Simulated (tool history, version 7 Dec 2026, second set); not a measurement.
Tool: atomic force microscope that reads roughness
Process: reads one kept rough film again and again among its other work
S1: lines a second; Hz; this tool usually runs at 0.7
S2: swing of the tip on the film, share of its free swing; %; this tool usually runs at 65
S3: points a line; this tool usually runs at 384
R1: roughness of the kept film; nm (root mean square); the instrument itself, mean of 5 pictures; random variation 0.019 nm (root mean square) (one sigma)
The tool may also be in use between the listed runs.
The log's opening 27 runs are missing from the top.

run,hour,S1,S2,S3,R1
# hour 568.7: height scale calibrated on a step standard, once more
28,593.5,1.635,83,384,2.921
29,625.2,1.635,83,384,2.472
# hour 641.9: new tip fitted
30,649.8,1.624,69,393,4.054
31,673.5,1.624,69,393,3.415
32,704.9,1.624,57,388,2.945
33,729,0.7,65,393,2.621
# hour 735: new tip fitted
34,757.5,2.82,60,411,3.673
35,782,2.273,87,601,2.685
36,806.3,2.737,85,279,2.296
# hour 825.7: new tip fitted
37,836.4,0.7,66,612,4.144
38,857.8,0.951,74,457,3.441
39,872.6,0.951,71,570,3.144
40,900.1,0.569,68,719,2.76
# hour 919: new tip fitted
41,922.7,0.7,65,643,4.512
42,952.5,0.7,65,643,3.592
43,974.2,0.976,65,643,3.08
44,995.1,0.595,61,837,2.795
# hour 1012.2: new tip fitted
45,1018.4,1.824,87,575,3.761
46,1050.5,1.274,84,781,3.194
47,1070.1,1.007,66,476,3.038
48,1084.5,0.779,75,278,2.76
# hour 1104.5: new tip fitted
49,1105.6,0.779,77,573,4.431
50,1122.7,0.779,68,476,3.921
51,1136.7,0.779,68,476,3.561
52,1157.5,0.564,89,673,3.006

Branching from run 52: 3 alternative next runs. What would each branch give?
A,1188.6,1.776,60,984,?
B,1188.6,0.7,83,769,?
C,1188.6,0.564,89,295,?

run,R1
A,2.603
B,2.563
C,2.541
Take away the tool's hidden state, keep each run's random variation, and the runs would have read:
run,R1
A,4.519
B,4.456
C,4.41
